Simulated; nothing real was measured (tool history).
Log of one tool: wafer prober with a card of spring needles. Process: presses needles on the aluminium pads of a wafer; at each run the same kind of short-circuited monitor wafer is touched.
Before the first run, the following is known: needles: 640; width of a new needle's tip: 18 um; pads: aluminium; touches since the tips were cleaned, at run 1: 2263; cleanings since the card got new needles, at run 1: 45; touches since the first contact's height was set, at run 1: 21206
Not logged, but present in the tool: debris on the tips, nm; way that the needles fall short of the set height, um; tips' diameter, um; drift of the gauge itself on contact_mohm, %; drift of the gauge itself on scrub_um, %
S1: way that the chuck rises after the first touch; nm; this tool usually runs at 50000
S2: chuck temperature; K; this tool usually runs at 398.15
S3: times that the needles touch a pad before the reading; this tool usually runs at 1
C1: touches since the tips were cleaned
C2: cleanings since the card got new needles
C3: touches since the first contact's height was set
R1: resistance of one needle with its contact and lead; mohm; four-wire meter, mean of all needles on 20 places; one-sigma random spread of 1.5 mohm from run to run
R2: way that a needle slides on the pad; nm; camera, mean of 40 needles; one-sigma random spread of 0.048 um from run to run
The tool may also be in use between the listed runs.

run	day	S1	S2	S3	C1	C2	C3	R1	R2
1	0.000	50000	398.15	1	2263	45	21206	340	13700
# day 0.192: tips cleaned on abrasive film
2	0.575	50000	398.15	1	3781	46	26848	424	13710
# day 0.617: tips cleaned on abrasive film
3	0.975	50000	305.15	1	3534	47	30720	435	13700
# day 1.033: tips cleaned on abrasive film
# day 1.450: tips cleaned on abrasive film
4	1.554	50000	305.15	1	1059	49	36371	262	13660
# day 1.858: tips cleaned on abrasive film
5	1.917	50000	398.15	1	569	50	39897	227	13610
6	2.175	50000	398.15	1	3104	50	42432	388	13580
# day 2.279: tips cleaned on abrasive film
7	2.525	50000	398.15	1	2392	51	45822	349	13650
# day 2.683: tips cleaned on abrasive film
# day 3.075: tips cleaned on abrasive film
8	3.075	50000	398.15	1	0	53	51186	173	13650
# day 3.467: tips cleaned on abrasive film
9	3.638	67000	305.15	2	1667	54	56663	187	18160
# day 3.888: tips cleaned on abrasive film
10	3.962	67000	305.15	2	746	55	59827	159	18400
# day 4.025: height of the first contact set anew
# day 4.304: tips cleaned on abrasive film
11	4.508	53000	305.15	3	1988	56	4712	196	14190
# day 4.712: tips cleaned on abrasive film
12	4.962	52000	329.15	3	2471	57	9168	218	13980
# day 5.158: tips cleaned on abrasive film
13	5.342	50000	398.15	1	1831	58	12864	333	13410
# day 5.571: tips cleaned on abrasive film
14	5.650	56000	309.15	2	795	59	15872	190	15080
# day 5.971: tips cleaned on abrasive film
15	5.992	56000	309.15	2	226	60	19190	159	15040

Per-run results on a tool with no hidden state, each run keeping its own random variation:
run	R1	R2
1	146	13800
2	145	13830
3	129	13840
4	130	13840
5	146	13800
6	146	13770
7	148	13870
8	144	13910
9	123	18420
10	125	18680
11	126	14590
12	130	14400
13	144	13840
14	128	15530
15	129	15520

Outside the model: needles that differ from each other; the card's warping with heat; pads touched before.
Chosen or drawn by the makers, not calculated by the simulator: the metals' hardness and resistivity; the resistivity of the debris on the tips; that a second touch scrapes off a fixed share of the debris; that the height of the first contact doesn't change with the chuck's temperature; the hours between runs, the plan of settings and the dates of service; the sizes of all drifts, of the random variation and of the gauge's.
